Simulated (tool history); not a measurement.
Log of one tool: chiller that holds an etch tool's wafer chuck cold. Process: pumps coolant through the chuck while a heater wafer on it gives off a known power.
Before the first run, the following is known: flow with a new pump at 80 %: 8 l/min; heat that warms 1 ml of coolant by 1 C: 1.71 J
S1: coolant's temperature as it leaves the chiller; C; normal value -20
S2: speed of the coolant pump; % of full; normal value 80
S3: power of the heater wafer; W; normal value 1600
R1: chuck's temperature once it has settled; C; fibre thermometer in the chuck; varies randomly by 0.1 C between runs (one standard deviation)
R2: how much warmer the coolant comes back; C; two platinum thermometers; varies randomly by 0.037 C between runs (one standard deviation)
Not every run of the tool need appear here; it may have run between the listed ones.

{"run": 1, "hour": 0.0, "S1": -20, "S2": 80, "S3": 1600, "R1": -7.2, "R2": 7.23}
{"run": 2, "hour": 148.5, "S1": -20, "S2": 80, "S3": 1600, "R1": -7.0, "R2": 7.18}
{"run": 3, "hour": 305.2, "S1": -20, "S2": 80, "S3": 1600, "R1": -7.0, "R2": 7.24}
{"run": 4, "hour": 376.6, "S1": -27, "S2": 80, "S3": 1600, "R1": -14.0, "R2": 7.28}
{"run": 5, "hour": 512.9, "S1": -20, "S2": 80, "S3": 1600, "R1": -6.9, "R2": 7.2}
{"run": 6, "hour": 678.9, "S1": -20, "S2": 80, "S3": 1600, "R1": -6.8, "R2": 7.3}
{"run": 7, "hour": 763.8, "S1": -20, "S2": 80, "S3": 1600, "R1": -7.0, "R2": 7.29}
{"run": 8, "hour": 885.5, "S1": -20, "S2": 80, "S3": 1600, "R1": -6.8, "R2": 7.38}
{"run": 9, "hour": 976.9, "S1": -20, "S2": 72, "S3": 1600, "R1": -5.3, "R2": 8.28}
{"run": 10, "hour": 1128.2, "S1": -20, "S2": 72, "S3": 1600, "R1": -5.3, "R2": 8.28}
{"hour": 1185.8, "done": "chiller's thermometer calibrated"}
{"run": 11, "hour": 1246.0, "S1": -20, "S2": 72, "S3": 820, "R1": -12.2, "R2": 4.23}
{"run": 12, "hour": 1324.0, "S1": -20, "S2": 99, "S3": 1600, "R1": -8.8, "R2": 5.79}
{"run": 13, "hour": 1421.2, "S1": -20, "S2": 99, "S3": 1600, "R1": -8.8, "R2": 5.82}
{"run": 14, "hour": 1539.0, "S1": -20, "S2": 99, "S3": 1600, "R1": -8.7, "R2": 5.76}
{"run": 15, "hour": 1685.9, "S1": -20, "S2": 80, "S3": 1600, "R1": -6.2, "R2": 7.46}
{"run": 16, "hour": 1765.6, "S1": -20, "S2": 80, "S3": 1600, "R1": -6.2, "R2": 7.4}
{"run": 17, "hour": 1877.9, "S1": -20, "S2": 80, "S3": 1600, "R1": -6.1, "R2": 7.44}
{"run": 18, "hour": 2022.2, "S1": -13, "S2": 93, "S3": 1863, "R1": 1.0, "R2": 7.37}
{"run": 19, "hour": 2104.9, "S1": -13, "S2": 93, "S3": 1863, "R1": 1.1, "R2": 7.39}
{"run": 20, "hour": 2211.6, "S1": -13, "S2": 93, "S3": 1863, "R1": 1.0, "R2": 7.33}
{"run": 21, "hour": 2307.1, "S1": -12, "S2": 78, "S3": 1537, "R1": 1.9, "R2": 7.49}
{"run": 22, "hour": 2444.5, "S1": -14, "S2": 80, "S3": 1851, "R1": 2.5, "R2": 8.71}
{"run": 23, "hour": 2528.5, "S1": -27, "S2": 73, "S3": 2143, "R1": -6.3, "R2": 11.28}
{"run": 24, "hour": 2640.7, "S1": -27, "S2": 73, "S3": 2143, "R1": -6.1, "R2": 11.26}
{"run": 25, "hour": 2763.7, "S1": -27, "S2": 73, "S3": 2143, "R1": -6.0, "R2": 11.29}
{"run": 26, "hour": 2919.0, "S1": -15, "S2": 97, "S3": 2143, "R1": 1.1, "R2": 8.18}
{"run": 27, "hour": 3001.1, "S1": -24, "S2": 80, "S3": 1108, "R1": -14.1, "R2": 5.33}
{"run": 28, "hour": 3168.5, "S1": -16, "S2": 91, "S3": 1600, "R1": -3.2, "R2": 6.63}
{"run": 29, "hour": 3335.2, "S1": -16, "S2": 91, "S3": 1600, "R1": -3.2, "R2": 6.6}
{"run": 30, "hour": 3493.1, "S1": -20, "S2": 73, "S3": 1749, "R1": -2.4, "R2": 9.35}
{"run": 31, "hour": 3629.8, "S1": -20, "S2": 73, "S3": 1749, "R1": -2.4, "R2": 9.47}
{"run": 32, "hour": 3724.4, "S1": -20, "S2": 73, "S3": 1749, "R1": -2.4, "R2": 9.46}

Some steps in R1 between neighbouring runs. How much of each would the tool show without its hidden state too (settings, what came in, random variation), and how much is left for the hidden state, with any gauge scatter that isn't in both results?
What the log doesn't record here: heat passed by the chuck's channels, % of clean ones'; flow at a given pump speed, % of a new pump's; coolant's true temperature over the reading, C; drift of the gauge itself on chuck_c, C; drift of the gauge itself on warmer_back_c, C.
Run 22 -> 23: S1 -14 -> -27, S2 80 -> 73, S3 1851 -> 2143. R1 -8.8 C: hidden state +0.6, all else -9.4.
Run 26 -> 27: S1 -15 -> -24, S2 97 -> 80, S3 2143 -> 1108. R1 -15.2 C: hidden state -0.9, all else -14.3.
Run 27 -> 28: S1 -24 -> -16, S2 80 -> 91, S3 1108 -> 1600. R1 +10.9 C: hidden state +0.5, all else +10.4.
Run 29 -> 30: S1 -16 -> -20, S2 91 -> 73, S3 1600 -> 1749. R1 +0.8 C: hidden state +0.8, all else +0.0.
